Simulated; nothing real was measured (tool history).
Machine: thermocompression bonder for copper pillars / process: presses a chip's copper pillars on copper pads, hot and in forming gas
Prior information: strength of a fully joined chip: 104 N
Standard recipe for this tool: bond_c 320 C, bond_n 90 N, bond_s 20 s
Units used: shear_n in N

run    hour  bond_c  bond_n  bond_s  shear_n
  1     0.0     320      90      20     57.6
  2    55.4     320      90      20     57.8
       68.3  -- forming gas filter changed
  3   104.0     320      90      49     76.6
  4   144.3     320      90      49     76.2
  5   186.0     320      90      49     75.7
  6   243.9     320      90      49     76.4
      289.4  -- force cell calibrated
  7   297.1     290      90      20     42.3
  8   350.1     320      90      22     57.4
  9   383.4     320      90      22     56.3
 10   435.3     320      90      22     56.1
 11   486.5     310      90      22     51.8
 12   534.4     345      90      22     68.0
 13   573.4     345      90      22     67.6
 14   633.4     345      90      22     67.7
 15   665.5     345      90      22     68.2
 16   702.2     345      90      22     67.9
 17   735.3     345      90      22     66.1
 18   789.5     320      90      20     54.1
      819.2  -- forming gas filter changed
 19   827.2     333      90      20     62.7
 20   884.5     320      90      20     56.6
 21   911.0     329      62      18     43.7
 22   972.1     329      62      18     43.3
 23  1016.0     309     115      16     56.4
 24  1062.5     302     114      52     77.0
 25  1092.8     327     127      14     68.1
 26  1139.6     328     134      13     67.8
 27  1188.2     328     134      13     68.3
 28  1243.4     328     134      13     68.8
     1280.2  -- heater calibrated with a thermocouple chip
 29  1297.9     331     102      11     58.4
 30  1342.6     348     107      12     69.7
 31  1368.7     348     107      12     69.1
 32  1412.4     295      90      20     46.5
 33  1466.8     322      73      10     39.2

Run 34 is up next; what results do you expect?
 34  1521.5     320      84      20        ?

shear_n: 55.0 N
With no hidden state in the tool, this same run would have given shear_n 54.1 N.
